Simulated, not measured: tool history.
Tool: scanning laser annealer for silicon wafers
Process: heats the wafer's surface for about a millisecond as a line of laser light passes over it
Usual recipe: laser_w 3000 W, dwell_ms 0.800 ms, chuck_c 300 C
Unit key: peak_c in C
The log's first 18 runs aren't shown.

run 19 day=9.454 | laser_w=2585 dwell_ms=0.830 chuck_c=287 | peak_c=858
run 20 day=9.842 | laser_w=2585 dwell_ms=0.830 chuck_c=287 | peak_c=854
-- day=10.150 laser's power meter calibrated, once more
run 21 day=10.571 | laser_w=2639 dwell_ms=0.987 chuck_c=300 | peak_c=937
run 22 day=11.275 | laser_w=3226 dwell_ms=0.774 chuck_c=300 | peak_c=1013
run 23 day=11.767 | laser_w=2782 dwell_ms=0.817 chuck_c=300 | peak_c=916
run 24 day=12.225 | laser_w=2969 dwell_ms=0.708 chuck_c=321 | peak_c=940
run 25 day=12.758 | laser_w=3191 dwell_ms=0.707 chuck_c=333 | peak_c=1006
run 26 day=13.188 | laser_w=3000 dwell_ms=0.696 chuck_c=300 | peak_c=921
run 27 day=13.938 | laser_w=2897 dwell_ms=0.713 chuck_c=282 | peak_c=887
-- day=14.212 optics aligned, line set to its width
run 28 day=14.488 | laser_w=3000 dwell_ms=0.646 chuck_c=263 | peak_c=880
run 29 day=15.154 | laser_w=3000 dwell_ms=0.800 chuck_c=323 | peak_c=1006
run 30 day=15.567 | laser_w=3000 dwell_ms=0.800 chuck_c=323 | peak_c=1005
run 31 day=16.158 | laser_w=3000 dwell_ms=0.800 chuck_c=323 | peak_c=1007

Forecast each of these 3 alternatives for the next run:
run A day=16.562 | laser_w=3000 dwell_ms=0.800 chuck_c=312 | peak_c=?
run B day=16.562 | laser_w=3216 dwell_ms=0.838 chuck_c=307 | peak_c=?
run C day=16.562 | laser_w=2607 dwell_ms=0.737 chuck_c=262 | peak_c=?

run=A peak_c=993
run=B peak_c=1067
run=C peak_c=813
Without the tool's hidden state the same runs would have given:
run=A peak_c=1029
run=B peak_c=1107
run=C peak_c=843
